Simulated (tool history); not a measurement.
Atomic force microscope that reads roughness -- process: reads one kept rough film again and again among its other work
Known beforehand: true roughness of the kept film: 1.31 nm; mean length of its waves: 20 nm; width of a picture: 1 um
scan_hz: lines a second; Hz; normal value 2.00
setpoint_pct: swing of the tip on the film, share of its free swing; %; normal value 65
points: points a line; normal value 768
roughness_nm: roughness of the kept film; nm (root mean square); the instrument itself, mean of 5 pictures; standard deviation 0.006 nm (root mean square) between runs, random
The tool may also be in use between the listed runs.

run	hour	scan_hz	setpoint_pct	points	roughness_nm
1	0.0	2.00	65	768	1.107
2	9.1	2.00	65	768	1.105
3	18.7	2.00	65	730	1.101
4	27.1	2.00	65	730	1.100
5	38.4	2.00	65	730	1.109
6	45.7	0.68	65	768	1.136
7	53.2	0.68	65	768	1.143
8	63.5	0.68	70	768	1.132
9	69.2	2.00	65	768	1.088
10	76.0	2.00	65	768	1.106
11	85.8	2.00	65	768	1.103
12	97.5	2.00	65	768	1.096
13	105.7	3.01	65	768	1.073
14	112.1	3.01	65	768	1.074
15	119.0	3.01	65	768	1.092
16	129.7	1.52	65	768	1.113
17	135.8	2.00	65	993	1.107
18	146.3	2.00	65	993	1.105
19	152.5	2.00	65	768	1.109
20	162.1	2.00	65	330	1.065
21	172.0	2.00	65	330	1.068
22	185.0	2.00	65	330	1.087
23	194.5	3.96	65	820	1.053
24	204.3	1.93	81	550	1.036
25	213.1	1.93	57	933	1.128
26	226.1	1.93	57	933	1.134
27	233.7	2.00	65	776	1.104
28	244.9	1.72	64	320	1.089
29	257.1	1.72	74	630	1.071
30	263.9	1.72	74	630	1.070
31	272.9	1.40	67	630	1.112
32	282.7	1.99	72	768	1.081
33	292.4	2.00	65	374	1.091
34	303.9	2.00	65	374	1.087
35	314.1	0.67	69	581	1.128
36	326.5	0.68	58	768	1.136
37	331.9	0.68	58	768	1.143
38	338.6	1.95	76	1005	1.068
39	350.4	2.00	70	278	1.060
40	358.5	2.00	70	278	1.063
41	364.2	0.97	65	352	1.107
42	376.0	3.64	87	328	0.886
43	387.1	1.27	58	312	1.101

Withheld: 10 entries from between the runs. Position of each, and hidden state at the listed run before versus the listed run after:
Logged between run 2 and run 3: new tip fitted (hour 16.8)
  radius of the tip, nm: 10.1 -> 10
Logged between run 7 and run 8: new tip fitted (hour 57.6)
  radius of the tip, nm: 10.1 -> 10
Logged between run 12 and run 13: new tip fitted (hour 98.7)
  radius of the tip, nm: 10.2 -> 10
Logged between run 17 and run 18: new tip fitted (hour 139.8)
  radius of the tip, nm: 10.1 -> 10
Logged between run 21 and run 22: new tip fitted (hour 180.2)
  radius of the tip, nm: 10.1 -> 10
Logged between run 25 and run 26: new tip fitted (hour 221.6)
  radius of the tip, nm: 10.1 -> 10
Logged between run 29 and run 30: new tip fitted (hour 262.4)
  radius of the tip, nm: 10.1 -> 10
Logged between run 33 and run 34: new tip fitted (hour 303.5)
  radius of the tip, nm: 10.1 -> 10
Logged between run 38 and run 39: new tip fitted (hour 344.0)
  radius of the tip, nm: 10.1 -> 10
Logged between run 42 and run 43: new tip fitted (hour 385.2)
  radius of the tip, nm: 10.1 -> 10

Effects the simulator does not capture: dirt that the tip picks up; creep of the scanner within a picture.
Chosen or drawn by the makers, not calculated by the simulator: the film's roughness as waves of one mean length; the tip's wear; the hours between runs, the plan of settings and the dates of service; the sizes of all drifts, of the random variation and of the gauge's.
